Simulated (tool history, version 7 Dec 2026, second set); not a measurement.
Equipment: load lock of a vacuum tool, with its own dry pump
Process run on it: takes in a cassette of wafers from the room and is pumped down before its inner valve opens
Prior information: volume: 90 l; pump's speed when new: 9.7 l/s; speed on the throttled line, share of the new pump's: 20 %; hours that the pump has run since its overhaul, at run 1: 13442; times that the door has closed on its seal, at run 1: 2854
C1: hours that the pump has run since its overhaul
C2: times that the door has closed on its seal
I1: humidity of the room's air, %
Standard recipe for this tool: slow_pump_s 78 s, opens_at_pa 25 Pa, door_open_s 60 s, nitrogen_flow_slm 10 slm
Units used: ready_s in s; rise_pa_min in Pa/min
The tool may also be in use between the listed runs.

{"run": 1, "hour": 0.0, "slow_pump_s": 78, "opens_at_pa": 25, "door_open_s": 60, "nitrogen_flow_slm": 10, "C1": 13442, "C2": 2854, "I1": 44.1, "ready_s": 148.0, "rise_pa_min": 0.034}
{"run": 2, "hour": 72.8, "slow_pump_s": 78, "opens_at_pa": 25, "door_open_s": 60, "nitrogen_flow_slm": 10, "C1": 13514, "C2": 2961, "I1": 47.5, "ready_s": 147.3, "rise_pa_min": 0.04}
{"run": 3, "hour": 162.5, "slow_pump_s": 78, "opens_at_pa": 25, "door_open_s": 60, "nitrogen_flow_slm": 10, "C1": 13604, "C2": 3094, "I1": 47.6, "ready_s": 147.9, "rise_pa_min": 0.04}
{"run": 4, "hour": 205.2, "slow_pump_s": 78, "opens_at_pa": 25, "door_open_s": 60, "nitrogen_flow_slm": 12, "C1": 13647, "C2": 3157, "I1": 44.4, "ready_s": 146.5, "rise_pa_min": 0.033}
{"run": 5, "hour": 245.5, "slow_pump_s": 78, "opens_at_pa": 25, "door_open_s": 60, "nitrogen_flow_slm": 12, "C1": 13687, "C2": 3216, "I1": 47.5, "ready_s": 147.1, "rise_pa_min": 0.035}
{"run": 6, "hour": 294.7, "slow_pump_s": 78, "opens_at_pa": 25, "door_open_s": 170, "nitrogen_flow_slm": 10, "C1": 13736, "C2": 3289, "I1": 45.9, "ready_s": 148.5, "rise_pa_min": 0.055}
{"run": 7, "hour": 347.1, "slow_pump_s": 78, "opens_at_pa": 25, "door_open_s": 170, "nitrogen_flow_slm": 10, "C1": 13789, "C2": 3366, "I1": 45.9, "ready_s": 146.4, "rise_pa_min": 0.053}
{"run": 8, "hour": 424.5, "slow_pump_s": 78, "opens_at_pa": 41, "door_open_s": 60, "nitrogen_flow_slm": 10, "C1": 13866, "C2": 3480, "I1": 46.3, "ready_s": 141.9, "rise_pa_min": 0.041}
{"run": 9, "hour": 481.1, "slow_pump_s": 78, "opens_at_pa": 25, "door_open_s": 125, "nitrogen_flow_slm": 10, "C1": 13923, "C2": 3564, "I1": 47.4, "ready_s": 147.8, "rise_pa_min": 0.051}
{"run": 10, "hour": 561.2, "slow_pump_s": 78, "opens_at_pa": 36, "door_open_s": 125, "nitrogen_flow_slm": 10, "C1": 14003, "C2": 3682, "I1": 44.4, "ready_s": 143.5, "rise_pa_min": 0.046}
{"run": 11, "hour": 619.8, "slow_pump_s": 78, "opens_at_pa": 36, "door_open_s": 125, "nitrogen_flow_slm": 10, "C1": 14061, "C2": 3768, "I1": 47.4, "ready_s": 144.2, "rise_pa_min": 0.047}
{"run": 12, "hour": 679.9, "slow_pump_s": 78, "opens_at_pa": 36, "door_open_s": 125, "nitrogen_flow_slm": 10, "C1": 14122, "C2": 3857, "I1": 43.1, "ready_s": 143.6, "rise_pa_min": 0.048}
{"run": 13, "hour": 730.5, "slow_pump_s": 78, "opens_at_pa": 25, "door_open_s": 60, "nitrogen_flow_slm": 10, "C1": 14172, "C2": 3932, "I1": 42.6, "ready_s": 147.6, "rise_pa_min": 0.042}
{"run": 14, "hour": 813.1, "slow_pump_s": 78, "opens_at_pa": 25, "door_open_s": 60, "nitrogen_flow_slm": 10, "C1": 14255, "C2": 4054, "I1": 46.1, "ready_s": 148.3, "rise_pa_min": 0.044}
{"run": 15, "hour": 897.2, "slow_pump_s": 78, "opens_at_pa": 25, "door_open_s": 60, "nitrogen_flow_slm": 10, "C1": 14339, "C2": 4178, "I1": 44.3, "ready_s": 147.3, "rise_pa_min": 0.039}
{"run": 16, "hour": 938.4, "slow_pump_s": 78, "opens_at_pa": 25, "door_open_s": 60, "nitrogen_flow_slm": 10, "C1": 14380, "C2": 4239, "I1": 47.3, "ready_s": 146.8, "rise_pa_min": 0.045}
{"run": 17, "hour": 995.0, "slow_pump_s": 98, "opens_at_pa": 31, "door_open_s": 54, "nitrogen_flow_slm": 20, "C1": 14437, "C2": 4322, "I1": 42.7, "ready_s": 162.4, "rise_pa_min": 0.028}
{"run": 18, "hour": 1067.1, "slow_pump_s": 98, "opens_at_pa": 31, "door_open_s": 54, "nitrogen_flow_slm": 20, "C1": 14509, "C2": 4429, "I1": 42.6, "ready_s": 162.5, "rise_pa_min": 0.026}
{"run": 19, "hour": 1105.9, "slow_pump_s": 39, "opens_at_pa": 25, "door_open_s": 60, "nitrogen_flow_slm": 10, "C1": 14548, "C2": 4486, "I1": 43.0, "ready_s": 119.2, "rise_pa_min": 0.038}
{"run": 20, "hour": 1147.6, "slow_pump_s": 39, "opens_at_pa": 25, "door_open_s": 60, "nitrogen_flow_slm": 10, "C1": 14589, "C2": 4547, "I1": 43.4, "ready_s": 117.7, "rise_pa_min": 0.032}
{"run": 21, "hour": 1193.2, "slow_pump_s": 85, "opens_at_pa": 25, "door_open_s": 60, "nitrogen_flow_slm": 10, "C1": 14635, "C2": 4615, "I1": 45.3, "ready_s": 154.1, "rise_pa_min": 0.046}
{"run": 22, "hour": 1272.4, "slow_pump_s": 85, "opens_at_pa": 25, "door_open_s": 60, "nitrogen_flow_slm": 10, "C1": 14714, "C2": 4731, "I1": 44.7, "ready_s": 154.1, "rise_pa_min": 0.036}
{"run": 23, "hour": 1353.1, "slow_pump_s": 107, "opens_at_pa": 48, "door_open_s": 29, "nitrogen_flow_slm": 17, "C1": 14795, "C2": 4851, "I1": 43.9, "ready_s": 164.4, "rise_pa_min": 0.03}
{"run": 24, "hour": 1438.7, "slow_pump_s": 120, "opens_at_pa": 48, "door_open_s": 29, "nitrogen_flow_slm": 17, "C1": 14880, "C2": 4977, "I1": 44.1, "ready_s": 171.6, "rise_pa_min": 0.035}
{"run": 25, "hour": 1498.7, "slow_pump_s": 120, "opens_at_pa": 21, "door_open_s": 114, "nitrogen_flow_slm": 40, "C1": 14940, "C2": 5065, "I1": 48.6, "ready_s": 183.2, "rise_pa_min": 0.024}
{"run": 26, "hour": 1564.2, "slow_pump_s": 120, "opens_at_pa": 36, "door_open_s": 192, "nitrogen_flow_slm": 40, "C1": 15006, "C2": 5162, "I1": 47.4, "ready_s": 176.4, "rise_pa_min": 0.042}
{"run": 27, "hour": 1641.6, "slow_pump_s": 109, "opens_at_pa": 19, "door_open_s": 42, "nitrogen_flow_slm": 40, "C1": 15083, "C2": 5276, "I1": 47.8, "ready_s": 177.9, "rise_pa_min": 0.021}
{"run": 28, "hour": 1704.6, "slow_pump_s": 78, "opens_at_pa": 48, "door_open_s": 38, "nitrogen_flow_slm": 36, "C1": 15146, "C2": 5369, "I1": 42.7, "ready_s": 142.7, "rise_pa_min": 0.026}

Measured less the same run without the tool's hidden state. The same run-to-run variation is in both; the gauge's scatter may not be:
The hidden state here: pump's speed, % of a new pump's; leak at the door's seal, Pa l/s; drift of the gauge itself on ready_s, %; drift of the gauge itself on rise_pa_min, %.
run=1 ready_s=+8.1 rise_pa_min=+0.008
run=2 ready_s=+8.0 rise_pa_min=+0.007
run=3 ready_s=+8.2 rise_pa_min=+0.008
run=4 ready_s=+8.1 rise_pa_min=+0.008
run=5 ready_s=+8.2 rise_pa_min=+0.008
run=6 ready_s=+8.2 rise_pa_min=+0.009
run=7 ready_s=+8.2 rise_pa_min=+0.008
run=8 ready_s=+7.7 rise_pa_min=+0.009
run=9 ready_s=+8.4 rise_pa_min=+0.009
run=10 ready_s=+7.9 rise_pa_min=+0.009
run=11 ready_s=+8.0 rise_pa_min=+0.010
run=12 ready_s=+8.0 rise_pa_min=+0.010
run=13 ready_s=+8.5 rise_pa_min=+0.010
run=14 ready_s=+8.6 rise_pa_min=+0.011
run=15 ready_s=+8.6 rise_pa_min=+0.011
run=16 ready_s=+8.6 rise_pa_min=+0.011
run=17 ready_s=+7.9 rise_pa_min=+0.012
run=18 ready_s=+8.0 rise_pa_min=+0.012
run=19 ready_s=+10.2 rise_pa_min=+0.012
run=20 ready_s=+10.1 rise_pa_min=+0.012
run=21 ready_s=+8.9 rise_pa_min=+0.012
run=22 ready_s=+9.0 rise_pa_min=+0.012
run=23 ready_s=+7.4 rise_pa_min=+0.013
run=24 ready_s=+6.8 rise_pa_min=+0.013
run=25 ready_s=+8.1 rise_pa_min=+0.013
run=26 ready_s=+7.4 rise_pa_min=+0.014
run=27 ready_s=+9.0 rise_pa_min=+0.014
run=28 ready_s=+8.3 rise_pa_min=+0.014
